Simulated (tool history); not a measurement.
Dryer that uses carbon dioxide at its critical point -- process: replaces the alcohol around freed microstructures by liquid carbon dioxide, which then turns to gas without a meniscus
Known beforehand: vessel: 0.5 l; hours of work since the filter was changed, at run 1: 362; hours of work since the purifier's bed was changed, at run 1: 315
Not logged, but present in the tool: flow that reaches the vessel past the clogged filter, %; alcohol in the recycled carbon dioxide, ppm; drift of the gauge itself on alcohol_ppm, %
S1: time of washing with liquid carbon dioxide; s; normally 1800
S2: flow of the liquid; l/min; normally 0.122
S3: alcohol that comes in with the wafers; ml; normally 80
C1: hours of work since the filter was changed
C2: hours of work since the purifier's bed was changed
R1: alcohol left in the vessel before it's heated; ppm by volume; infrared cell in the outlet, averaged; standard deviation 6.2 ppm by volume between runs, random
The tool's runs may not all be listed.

run 1 hour=0 | S1=1800 S2=0.122 S3=80 | C1=362 C2=315 | R1=564
run 2 hour=12 | S1=1680 S2=0.122 S3=80 | C1=368 C2=321 | R1=803
run 3 hour=21.9 | S1=1800 S2=0.122 S3=80 | C1=373 C2=327 | R1=565
run 4 hour=30.2 | S1=1800 S2=0.122 S3=80 | C1=378 C2=331 | R1=598
run 5 hour=39.2 | S1=1800 S2=0.122 S3=80 | C1=383 C2=336 | R1=564
run 6 hour=52.3 | S1=1800 S2=0.119 S3=80 | C1=390 C2=343 | R1=677
run 7 hour=65.3 | S1=1800 S2=0.119 S3=80 | C1=397 C2=350 | R1=684
run 8 hour=77 | S1=1320 S2=0.122 S3=73 | C1=403 C2=356 | R1=2245
run 9 hour=85.4 | S1=1320 S2=0.122 S3=73 | C1=407 C2=361 | R1=2324
run 10 hour=96.4 | S1=1260 S2=0.122 S3=73 | C1=413 C2=367 | R1=2791
run 11 hour=105.6 | S1=2220 S2=0.122 S3=80 | C1=418 C2=371 | R1=229

Forecast each of these 4 alternatives for the next run:
run A hour=115.5 | S1=2220 S2=0.122 S3=95 | C1=423 C2=377 | R1=?
run B hour=115.5 | S1=1980 S2=0.122 S3=39 | C1=423 C2=377 | R1=?
run C hour=115.5 | S1=1260 S2=0.194 S3=39 | C1=423 C2=377 | R1=?
run D hour=115.5 | S1=1260 S2=0.104 S3=25 | C1=423 C2=377 | R1=?

run=A R1=251
run=B R1=240
run=C R1=220
run=D R1=1824
Without the tool's unlogged condition, the same runs would have read:
run=A R1=59
run=B R1=70
run=C R1=59
run=D R1=1060
